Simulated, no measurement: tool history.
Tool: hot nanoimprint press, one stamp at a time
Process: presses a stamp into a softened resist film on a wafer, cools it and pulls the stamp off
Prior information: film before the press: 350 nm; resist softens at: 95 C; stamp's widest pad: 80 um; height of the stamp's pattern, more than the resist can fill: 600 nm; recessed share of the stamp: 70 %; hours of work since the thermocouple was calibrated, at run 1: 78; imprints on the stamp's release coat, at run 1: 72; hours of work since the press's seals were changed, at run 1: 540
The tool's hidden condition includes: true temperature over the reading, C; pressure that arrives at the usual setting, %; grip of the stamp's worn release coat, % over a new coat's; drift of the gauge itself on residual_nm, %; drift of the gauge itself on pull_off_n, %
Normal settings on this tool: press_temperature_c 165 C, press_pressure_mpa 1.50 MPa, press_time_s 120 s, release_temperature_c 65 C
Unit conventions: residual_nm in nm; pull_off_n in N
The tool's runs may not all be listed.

run,hour,press_temperature_c,press_pressure_mpa,press_time_s,release_temperature_c,hours of work since the thermocouple was calibrated,imprints on the stamp's release coat,hours of work since the press's seals were changed,residual_nm,pull_off_n
1,0.0,165,1.50,120,65,78,72,540,143.5,110.8
2,20.1,165,1.50,120,65,92,120,554,143.4,112.5
3,42.9,165,1.50,120,65,108,175,570,143.1,112.4
4,58.8,165,1.30,120,65,120,213,581,155.1,112.4
5,70.7,165,1.30,120,65,128,241,590,154.6,113.6
6,93.5,165,1.50,120,67,144,296,606,142.9,109.4
7,107.0,165,1.92,120,55,154,328,615,124.4,131.2
8,125.5,159,1.92,120,55,167,372,628,148.5,132.5
9,143.4,165,0.97,100,65,179,415,641,190.7,114.6
10,160.4,165,2.16,120,57,191,456,653,115.8,129.3

How would selected steps in residual_nm from run to run divide? Give the signed amount a tool lacking its hidden state would still show from settings, what came in and random variation, and the signed amount left for the hidden state, including any gauge scatter that is not in both of the compared results.
Run 9 -> 10: press_pressure_mpa 0.97 -> 2.16, press_time_s 100 -> 120, release_temperature_c 65 -> 57. residual_nm -74.9 nm: hidden state +1.2, all else -76.1.
